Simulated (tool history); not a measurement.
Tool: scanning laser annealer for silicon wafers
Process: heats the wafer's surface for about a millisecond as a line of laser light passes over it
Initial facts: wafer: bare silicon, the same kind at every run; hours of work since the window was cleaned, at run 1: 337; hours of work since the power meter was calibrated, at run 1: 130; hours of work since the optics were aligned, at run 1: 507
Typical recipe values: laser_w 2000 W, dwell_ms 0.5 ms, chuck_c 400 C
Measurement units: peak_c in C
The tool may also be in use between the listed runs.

run	hour	laser_w	dwell_ms	chuck_c	hours of work since the window was cleaned	hours of work since the power meter was calibrated	hours of work since the optics were aligned	peak_c
1	0	2000	0.5	400	337	130	507	1233
2	24.5	1912	0.5	400	352	146	523	1198
3	49.4	2000	0.419	400	368	162	539	1157
4	61.7	2000	0.419	400	376	170	546	1156
5	76.3	2000	0.419	400	385	179	556	1151
6	100.4	2000	0.616	400	400	194	571	1331
7	114.9	2000	0.5	400	410	203	580	1233
8	125.4	2000	0.5	400	416	210	587	1232
9	136.4	1854	0.5	400	423	217	594	1179
10	149.5	2000	0.5	400	432	225	602	1234
11	161.8	2000	0.5	400	439	233	610	1233
12	185.9	2000	0.5	400	455	248	625	1234
13	200.4	2000	0.5	400	464	257	634	1230
14	221.1	2000	0.5	400	477	270	647	1235
15	244.2	2000	0.5	400	492	285	662	1230
16	266.3	2165	0.383	400	506	299	676	1172
17	281	2165	0.383	400	515	308	685	1172
18	303.6	2165	0.383	400	529	323	699	1172
19	323.2	2165	0.383	400	542	335	712	1172
20	342.9	2165	0.383	400	554	348	724	1171
21	358.7	2165	0.383	400	564	358	734	1172
22	369.5	2000	0.42	425	571	364	741	1179
23	389.7	2000	0.42	425	584	377	754	1179
24	412.3	2000	0.42	425	598	392	768	1184
25	422.9	2000	0.42	425	605	398	775	1181
26	437.2	2071	0.423	369	614	407	784	1151
27	457.6	2071	0.423	369	627	420	797	1151
28	473.3	2071	0.423	369	637	430	807	1150
29	483.8	2071	0.423	369	643	437	814	1151

Forecast each of these 3 alternatives for the next run:
A	504.8	1775	0.423	369	657	450	827	?
B	504.8	1802	0.5	426	657	450	827	?
C	504.8	2071	0.412	369	657	450	827	?

run	peak_c
A	1050
B	1182
C	1142
Had the tool no hidden state, the same runs would have come out as:
run	peak_c
A	1050
B	1182
C	1143

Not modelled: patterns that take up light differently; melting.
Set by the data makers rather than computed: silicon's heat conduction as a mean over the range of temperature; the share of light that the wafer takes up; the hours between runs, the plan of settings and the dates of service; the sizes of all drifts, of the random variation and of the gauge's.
